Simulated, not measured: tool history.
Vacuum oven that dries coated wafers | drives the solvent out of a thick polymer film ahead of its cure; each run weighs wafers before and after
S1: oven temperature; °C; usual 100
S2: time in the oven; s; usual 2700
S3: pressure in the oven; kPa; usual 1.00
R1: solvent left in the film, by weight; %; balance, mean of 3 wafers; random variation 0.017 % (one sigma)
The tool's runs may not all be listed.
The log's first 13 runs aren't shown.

run 14 hour=331.6 | S1=100 S2=4080 S3=1.00 | R1=1.09
run 15 hour=350.9 | S1=100 S2=2700 S3=1.00 | R1=1.97
run 16 hour=378.1 | S1=100 S2=2700 S3=1.00 | R1=1.96
run 17 hour=397.0 | S1=87 S2=2700 S3=1.00 | R1=5.24
run 18 hour=426.2 | S1=105 S2=2700 S3=1.00 | R1=1.17
run 19 hour=444.2 | S1=100 S2=2700 S3=0.60 | R1=1.77
-- hour=448.3 oven's thermocouples calibrated
run 20 hour=474.1 | S1=100 S2=2700 S3=0.60 | R1=1.78
run 21 hour=502.3 | S1=100 S2=2700 S3=1.00 | R1=1.99
run 22 hour=518.8 | S1=100 S2=2700 S3=1.00 | R1=2.02
run 23 hour=537.5 | S1=100 S2=3960 S3=1.00 | R1=1.18
run 24 hour=567.0 | S1=100 S2=3960 S3=1.00 | R1=1.22
-- hour=584.9 oven's thermocouples calibrated, once more
run 25 hour=588.7 | S1=113 S2=1440 S3=3.14 | R1=2.18

Run 26 comes next. What will it give?
run 26 hour=606.6 | S1=113 S2=1440 S3=3.14 | R1=?

{"run 26": {"R1": 2.18}}
Without the tool's hidden state the same run would have given R1 2.11 %.
